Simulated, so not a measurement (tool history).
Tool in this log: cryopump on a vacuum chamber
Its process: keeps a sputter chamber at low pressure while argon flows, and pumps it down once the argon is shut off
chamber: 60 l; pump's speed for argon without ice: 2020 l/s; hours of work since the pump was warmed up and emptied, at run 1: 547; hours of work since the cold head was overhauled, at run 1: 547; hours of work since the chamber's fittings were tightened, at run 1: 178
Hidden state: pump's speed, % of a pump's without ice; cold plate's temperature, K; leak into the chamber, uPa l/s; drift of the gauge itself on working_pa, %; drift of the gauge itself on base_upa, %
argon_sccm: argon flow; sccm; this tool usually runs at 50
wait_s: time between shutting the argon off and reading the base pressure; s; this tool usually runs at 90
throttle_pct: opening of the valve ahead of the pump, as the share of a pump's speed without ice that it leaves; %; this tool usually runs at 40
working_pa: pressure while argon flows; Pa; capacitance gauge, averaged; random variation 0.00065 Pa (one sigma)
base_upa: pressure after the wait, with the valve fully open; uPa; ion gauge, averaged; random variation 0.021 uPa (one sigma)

run,hour,argon_sccm,wait_s,throttle_pct,hours of work since the pump was warmed up and emptied,hours of work since the cold head was overhauled,hours of work since the chamber's fittings were tightened,working_pa,base_upa
1,0.0,50,90,40,547,547,178,0.1137,0.46
2,21.9,50,90,40,563,563,195,0.1134,0.49
3,38.6,50,90,40,576,576,207,0.1140,0.49
4,50.1,50,215,40,584,584,216,0.1130,0.33
# hour 59.2: pump warmed up, emptied and cooled again
5,67.8,50,90,22,6,594,225,0.1912,0.44
6,90.8,50,90,29,24,611,243,0.1447,0.40
7,107.4,50,90,29,36,624,255,0.1451,0.45
8,119.5,50,90,40,45,633,264,0.1065,0.42
9,142.4,50,44,40,63,650,282,0.1053,0.68
10,165.6,50,143,40,80,667,299,0.1054,0.33
11,187.1,50,143,40,96,684,315,0.1061,0.35
12,211.2,50,90,40,114,702,333,0.1071,0.43
13,228.8,50,90,40,128,715,347,0.1071,0.43
14,244.9,50,90,40,140,727,359,0.1072,0.48
15,268.4,50,90,40,158,745,377,0.1068,0.49
16,291.6,50,90,40,175,762,394,0.1074,0.45
17,306.3,24,116,28,186,773,405,0.0733,0.40
18,325.3,34,233,40,200,788,419,0.0731,0.32
19,340.9,34,37,40,212,799,431,0.0749,0.84
20,354.9,29,37,40,223,810,442,0.0635,0.79
21,375.2,59,22,40,238,825,457,0.1273,1.20
22,392.1,67,90,21,251,838,470,0.2718,0.43
23,409.5,50,90,29,264,851,483,0.1486,0.47
24,420.7,50,90,29,272,860,491,0.1471,0.48
25,437.6,64,90,43,285,872,504,0.1316,0.48
26,461.9,64,90,43,303,891,522,0.1299,0.47
27,483.9,32,90,35,320,907,539,0.0792,0.44
28,503.0,91,45,21,334,921,553,0.3709,0.73
29,518.5,56,74,40,346,933,565,0.1212,0.50

Forecast each of these 5 alternatives for the next run:
A,531.6,60,52,20,356,943,575,?,?
B,531.6,50,90,19,356,943,575,?,?
C,531.6,24,124,40,356,943,575,?,?
D,531.6,29,126,40,356,943,575,?,?
E,531.6,27,47,43,356,943,575,?,?

run,working_pa,base_upa
A,0.2564,0.66
B,0.2254,0.52
C,0.0532,0.44
D,0.0637,0.45
E,0.0554,0.76
With the hidden condition removed and each run's random variation left untouched, the same runs would have given:
run,working_pa,base_upa
A,0.2502,0.56
B,0.2202,0.42
C,0.0507,0.33
D,0.0607,0.34
E,0.0526,0.65
